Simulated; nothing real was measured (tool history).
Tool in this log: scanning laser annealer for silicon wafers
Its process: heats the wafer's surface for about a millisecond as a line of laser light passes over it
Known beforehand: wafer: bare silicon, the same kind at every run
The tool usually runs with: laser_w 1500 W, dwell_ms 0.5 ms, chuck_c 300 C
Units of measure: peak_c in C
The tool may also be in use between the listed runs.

{"run": 1, "hour": 0.0, "laser_w": 1500, "dwell_ms": 0.5, "chuck_c": 300, "peak_c": 1037}
{"run": 2, "hour": 10.0, "laser_w": 1500, "dwell_ms": 0.5, "chuck_c": 300, "peak_c": 1037}
{"run": 3, "hour": 22.4, "laser_w": 1500, "dwell_ms": 0.5, "chuck_c": 300, "peak_c": 1034}
{"run": 4, "hour": 34.4, "laser_w": 1500, "dwell_ms": 0.5, "chuck_c": 300, "peak_c": 1033}
{"run": 5, "hour": 50.1, "laser_w": 1500, "dwell_ms": 0.5, "chuck_c": 300, "peak_c": 1037}
{"run": 6, "hour": 69.2, "laser_w": 1441, "dwell_ms": 0.5, "chuck_c": 300, "peak_c": 1001}
{"run": 7, "hour": 88.6, "laser_w": 1500, "dwell_ms": 0.392, "chuck_c": 300, "peak_c": 940}
{"run": 8, "hour": 101.4, "laser_w": 1500, "dwell_ms": 0.5, "chuck_c": 269, "peak_c": 1002}
{"run": 9, "hour": 117.0, "laser_w": 1500, "dwell_ms": 0.5, "chuck_c": 269, "peak_c": 997}
{"run": 10, "hour": 130.1, "laser_w": 1500, "dwell_ms": 0.5, "chuck_c": 269, "peak_c": 999}
{"run": 11, "hour": 142.3, "laser_w": 1500, "dwell_ms": 0.5, "chuck_c": 269, "peak_c": 999}
{"run": 12, "hour": 151.1, "laser_w": 1500, "dwell_ms": 0.549, "chuck_c": 269, "peak_c": 1038}
{"run": 13, "hour": 168.0, "laser_w": 1500, "dwell_ms": 0.5, "chuck_c": 277, "peak_c": 1004}
{"run": 14, "hour": 182.5, "laser_w": 1408, "dwell_ms": 0.5, "chuck_c": 273, "peak_c": 952}
{"run": 15, "hour": 195.5, "laser_w": 1500, "dwell_ms": 0.518, "chuck_c": 300, "peak_c": 1041}
{"run": 16, "hour": 209.0, "laser_w": 1500, "dwell_ms": 0.518, "chuck_c": 300, "peak_c": 1040}
{"run": 17, "hour": 223.1, "laser_w": 1500, "dwell_ms": 0.518, "chuck_c": 300, "peak_c": 1042}
{"run": 18, "hour": 234.2, "laser_w": 1500, "dwell_ms": 0.518, "chuck_c": 300, "peak_c": 1042}
{"run": 19, "hour": 248.4, "laser_w": 1467, "dwell_ms": 0.472, "chuck_c": 300, "peak_c": 982}
{"run": 20, "hour": 265.6, "laser_w": 1513, "dwell_ms": 0.404, "chuck_c": 300, "peak_c": 954}

Run 21 comes next. What will it give?
{"run": 21, "hour": 281.3, "laser_w": 1500, "dwell_ms": 0.371, "chuck_c": 277, "peak_c": "?"}

peak_c: 891 C
Minus the tool's unlogged condition, the same run would have read peak_c 924 C.
